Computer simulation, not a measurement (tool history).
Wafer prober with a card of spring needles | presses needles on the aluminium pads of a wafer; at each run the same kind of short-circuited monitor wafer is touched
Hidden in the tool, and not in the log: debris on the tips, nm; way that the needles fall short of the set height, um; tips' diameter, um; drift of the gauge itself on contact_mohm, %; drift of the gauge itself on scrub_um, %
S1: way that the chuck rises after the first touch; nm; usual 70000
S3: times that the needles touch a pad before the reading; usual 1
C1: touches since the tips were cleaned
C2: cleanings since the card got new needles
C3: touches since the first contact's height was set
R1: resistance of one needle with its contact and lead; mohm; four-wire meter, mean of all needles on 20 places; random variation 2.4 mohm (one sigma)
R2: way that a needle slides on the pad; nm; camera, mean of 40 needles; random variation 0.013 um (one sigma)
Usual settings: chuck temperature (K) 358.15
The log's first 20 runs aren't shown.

-- hour=228.1 tips cleaned on abrasive film
run 21 hour=230 | S1=78000 chuck_temperature_(K)=312.15 S3=2 | C1=585 C2=26 C3=87185 | R1=263 R2=10560
run 22 hour=241.8 | S1=78000 chuck_temperature_(K)=312.15 S3=2 | C1=4334 C2=26 C3=90934 | R1=266 R2=10610
run 23 hour=254.9 | S1=70000 chuck_temperature_(K)=312.15 S3=2 | C1=8441 C2=26 C3=95041 | R1=271 R2=9480
-- hour=256.4 tips cleaned on abrasive film
run 24 hour=269.2 | S1=64000 chuck_temperature_(K)=347.15 S3=2 | C1=4041 C2=27 C3=99534 | R1=275 R2=8650
-- hour=284.5 tips cleaned on abrasive film
run 25 hour=285 | S1=64000 chuck_temperature_(K)=318.15 S3=1 | C1=172 C2=28 C3=104493 | R1=264 R2=8640
run 26 hour=298.7 | S1=53000 chuck_temperature_(K)=318.15 S3=1 | C1=4477 C2=28 C3=108798 | R1=286 R2=7130
run 27 hour=307.1 | S1=78000 chuck_temperature_(K)=315.15 S3=2 | C1=7122 C2=28 C3=111443 | R1=275 R2=10570
-- hour=313.3 tips cleaned on abrasive film
run 28 hour=318.6 | S1=54000 chuck_temperature_(K)=318.15 S3=2 | C1=1669 C2=29 C3=115066 | R1=277 R2=7250
run 29 hour=329.9 | S1=54000 chuck_temperature_(K)=305.15 S3=2 | C1=5235 C2=29 C3=118632 | R1=274 R2=7260
-- hour=341.7 tips cleaned on abrasive film
run 30 hour=343.2 | S1=73000 chuck_temperature_(K)=305.15 S3=2 | C1=476 C2=30 C3=122792 | R1=262 R2=9860
run 31 hour=350.6 | S1=70000 chuck_temperature_(K)=330.15 S3=1 | C1=2806 C2=30 C3=125122 | R1=281 R2=9450
run 32 hour=365 | S1=87000 chuck_temperature_(K)=346.15 S3=1 | C1=7331 C2=30 C3=129647 | R1=284 R2=11770
-- hour=370.2 tips cleaned on abrasive film
run 33 hour=377.9 | S1=51000 chuck_temperature_(K)=300.15 S3=1 | C1=2420 C2=31 C3=133696 | R1=279 R2=6820
run 34 hour=388.5 | S1=79000 chuck_temperature_(K)=358.15 S3=1 | C1=5777 C2=31 C3=137053 | R1=287 R2=10660

Forecast each of these 4 alternatives for the next run:
-- hour=399.5 tips cleaned on abrasive film
run A hour=402.7 | S1=88000 chuck_temperature_(K)=320.15 S3=1 | C1=1007 C2=32 C3=141480 | R1=? R2=?
-- hour=399.5 tips cleaned on abrasive film
run B hour=402.7 | S1=79000 chuck_temperature_(K)=298.15 S3=1 | C1=1007 C2=32 C3=141480 | R1=? R2=?
-- hour=399.5 tips cleaned on abrasive film
run C hour=402.7 | S1=77000 chuck_temperature_(K)=347.15 S3=1 | C1=1007 C2=32 C3=141480 | R1=? R2=?
-- hour=399.5 tips cleaned on abrasive film
run D hour=402.7 | S1=70000 chuck_temperature_(K)=358.15 S3=1 | C1=1007 C2=32 C3=141480 | R1=? R2=?

run=A R1=267 R2=11900
run=B R1=262 R2=10660
run=C R1=279 R2=10380
run=D R1=277 R2=9420
Without the tool's hidden state the same runs would have given:
run=A R1=264 R2=12100
run=B R1=258 R2=10860
run=C R1=275 R2=10570
run=D R1=272 R2=9620

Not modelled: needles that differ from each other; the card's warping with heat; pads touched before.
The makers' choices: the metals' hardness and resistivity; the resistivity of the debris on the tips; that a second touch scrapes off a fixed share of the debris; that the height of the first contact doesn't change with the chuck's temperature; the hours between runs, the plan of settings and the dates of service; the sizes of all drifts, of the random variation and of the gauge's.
